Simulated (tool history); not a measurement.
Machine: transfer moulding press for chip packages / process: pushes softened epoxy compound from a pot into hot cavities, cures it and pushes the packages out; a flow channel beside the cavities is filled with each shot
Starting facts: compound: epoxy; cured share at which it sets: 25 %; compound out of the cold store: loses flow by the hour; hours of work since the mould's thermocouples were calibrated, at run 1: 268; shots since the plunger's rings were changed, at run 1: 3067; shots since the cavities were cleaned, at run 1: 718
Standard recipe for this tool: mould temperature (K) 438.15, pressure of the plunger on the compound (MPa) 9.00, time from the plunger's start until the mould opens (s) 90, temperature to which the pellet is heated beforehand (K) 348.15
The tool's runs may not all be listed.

run	hour	mould temperature (K)	pressure of the plunger on the compound (MPa)	time from the plunger's start until the mould opens (s)	temperature to which the pellet is heated beforehand (K)	hours of work since the mould's thermocouples were calibrated	shots since the plunger's rings were changed	shots since the cavities were cleaned	incoming compound's hours out of the cold store	length that the compound runs in the flow channel (mm)	greatest force on the pins that push the packages out (N)
1	0.0	438.15	9.00	90	348.15	268	3067	718	29.7	679	607
# hour 5.7: cavities cleaned with cleaning compound and waxed
2	9.3	435.15	9.00	90	348.15	274	3193	59	32.5	671	941
3	18.3	435.15	9.00	90	348.15	281	3340	206	30.7	685	889
4	36.9	434.15	9.00	90	348.15	295	3642	508	42.8	655	865
5	49.5	434.15	9.00	90	348.15	305	3847	713	11.3	726	945
# hour 56.6: cavities cleaned with cleaning compound and waxed
6	61.7	434.15	9.00	90	348.15	313	4020	83	39.9	663	584
7	73.0	438.15	9.00	96	348.15	322	4204	267	29.1	666	459
# hour 83.0: cavities cleaned with cleaning compound and waxed, once more
8	87.9	438.15	9.00	96	348.15	333	4421	79	14.2	695	379
9	104.1	442.15	9.00	90	348.15	345	4685	343	27.6	662	419
10	120.2	438.15	7.03	90	348.15	358	4946	604	40.3	573	567
# hour 133.5: cavities cleaned with cleaning compound and waxed
11	135.4	438.15	9.00	90	348.15	368	5169	31	26.7	659	393
12	149.6	438.15	9.00	90	348.15	379	5399	261	18.1	677	511
13	157.2	438.15	10.24	90	355.15	385	5522	384	10.2	742	542
14	175.2	438.15	9.00	123	355.15	399	5815	677	11.1	700	410
# hour 179.1: plunger's sealing rings changed
# hour 186.4: cavities cleaned with cleaning compound and waxed
15	195.5	438.15	9.00	123	348.15	412	243	148	27.6	701	322
16	204.9	438.15	9.00	75	348.15	419	395	300	38.0	683	833
17	218.5	438.15	9.00	75	348.15	430	616	521	47.1	665	853
# hour 228.9: mould's thermocouples calibrated
# hour 238.1: cavities cleaned with cleaning compound and waxed
18	238.5	438.15	9.00	90	346.15	6	884	6	25.6	703	373
19	249.0	438.15	9.00	90	343.15	14	1054	176	44.2	666	468
20	259.2	436.15	10.86	93	348.15	22	1220	342	26.2	770	586
21	275.9	436.15	10.86	93	348.15	35	1491	613	32.2	760	638
# hour 288.5: cavities cleaned with cleaning compound and waxed
22	290.3	442.15	9.00	90	351.15	45	1701	29	28.5	677	305
23	302.9	442.15	9.00	90	351.15	55	1906	234	26.8	687	390

Branching from run 23: 3 alternative next runs. What would each branch give?
A	321.1	441.15	9.00	90	348.15	69	2201	529	45.6	?	?
B	321.1	441.15	10.98	90	349.15	69	2201	529	31.0	?	?
C	321.1	436.15	10.00	90	348.15	69	2201	529	27.7	?	?

run	length that the compound runs in the flow channel (mm)	greatest force on the pins that push the packages out (N)
A	656	455
B	741	483
C	736	659
With no hidden state in the tool, these same runs would have given:
run	length that the compound runs in the flow channel (mm)	greatest force on the pins that push the packages out (N)
A	675	284
B	762	306
C	757	408
